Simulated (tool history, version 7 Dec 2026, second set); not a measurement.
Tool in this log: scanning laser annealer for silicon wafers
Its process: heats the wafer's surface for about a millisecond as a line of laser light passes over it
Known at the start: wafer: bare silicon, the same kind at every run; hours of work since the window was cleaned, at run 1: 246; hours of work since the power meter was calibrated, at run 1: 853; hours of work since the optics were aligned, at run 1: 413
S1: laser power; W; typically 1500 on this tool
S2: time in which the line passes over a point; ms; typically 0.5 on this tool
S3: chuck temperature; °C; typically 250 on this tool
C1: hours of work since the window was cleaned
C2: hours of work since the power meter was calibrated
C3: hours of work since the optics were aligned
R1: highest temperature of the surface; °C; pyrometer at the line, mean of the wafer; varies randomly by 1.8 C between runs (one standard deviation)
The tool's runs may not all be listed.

run	day	S1	S2	S3	C1	C2	C3	R1
1	0	1500	0.5	250	246	853	413	946
2	1.988	1500	0.5	211	267	873	434	908
3	3.633	1500	0.5	211	284	891	452	906
4	5.383	1500	0.5	211	302	909	470	905
5	8.058	1500	0.5	211	331	937	498	900
6	11.067	1500	0.482	250	362	969	530	926
7	13.617	1500	0.5	250	389	996	557	939
8	16.038	1500	0.5	250	415	1021	582	937
9	18.292	1500	0.415	250	438	1045	606	881
10	21.058	1500	0.5	250	467	1074	635	932
11	22.421	1500	0.5	250	482	1089	649	930
12	23.908	1500	0.5	250	498	1104	665	933
13	25.679	1500	0.5	250	516	1123	684	931
14	27.138	1500	0.5	250	531	1138	699	930
15	29.633	1590	0.5	250	558	1165	725	970
16	32.442	1590	0.5	264	587	1194	755	979
17	35.492	1590	0.5	264	619	1226	787	977
18	38.383	1500	0.5	250	650	1257	818	924
19	40.433	1500	0.5	250	672	1278	839	921
20	42.329	1500	0.5	250	691	1298	859	918
21	43.742	1500	0.5	250	706	1313	874	922
22	45.896	1328	0.5	245	729	1336	897	841
23	47.517	1328	0.5	245	746	1353	914	838
24	50.321	1404	0.5	240	776	1382	943	866
25	52.912	1404	0.5	240	803	1410	971	866
26	55.55	1511	0.498	211	831	1438	998	879
# day 57.625: window over the wafer cleaned
27	58.212	1461	0.614	250	6	1465	1026	949
28	60.696	1297	0.476	217	32	1491	1052	772
29	62.604	1297	0.401	229	52	1511	1072	742
30	64.546	1500	0.39	250	73	1531	1092	831
31	66.654	1500	0.39	250	95	1554	1114	829
32	68.55	1356	0.366	274	115	1574	1134	786
33	70.788	1439	0.366	284	139	1597	1158	823
34	73.767	1500	0.469	250	170	1629	1189	876
# day 75.104: window over the wafer cleaned, once more
35	75.329	1469	0.397	250	2	1644	1205	859
36	77.233	1577	0.484	212	22	1664	1225	929
37	79.696	1577	0.484	212	48	1690	1251	924
38	81.008	1587	0.433	289	62	1704	1265	970
39	83.292	1500	0.407	288	86	1728	1289	910
40	84.979	1392	0.459	268	104	1746	1306	883
41	86.929	1392	0.459	268	125	1766	1327	882

How would selected steps in R1 from run to run divide? Give the signed amount a tool lacking its hidden state would still show from settings, what came in and random variation, and the signed amount left for the hidden state, including any gauge scatter that is not in both of the compared results.
Hidden conditions of the tool in this case: light that passes the window, % of a clean one's; laser's true power over the reading, %; width of the line over the set one, %; drift of the gauge itself on peak_c, C.
Run 21 -> 22: S1 1500 -> 1328, S3 250 -> 245. R1 -81 °C: hidden state +4, all else -85.
Run 26 -> 27: S1 1511 -> 1461, S2 0.498 -> 0.614, S3 211 -> 250, window over the wafer cleaned. R1 +70 °C: hidden state -14, all else +84.
Run 27 -> 28: S1 1461 -> 1297, S2 0.614 -> 0.476, S3 250 -> 217. R1 -177 °C: hidden state +13, all else -190.
Run 29 -> 30: S1 1297 -> 1500, S2 0.401 -> 0.39, S3 229 -> 250. R1 +89 °C: hidden state -8, all else +97.
Run 34 -> 35: S1 1500 -> 1469, S2 0.469 -> 0.397, window over the wafer cleaned, once more. R1 -17 °C: hidden state +49, all else -66.
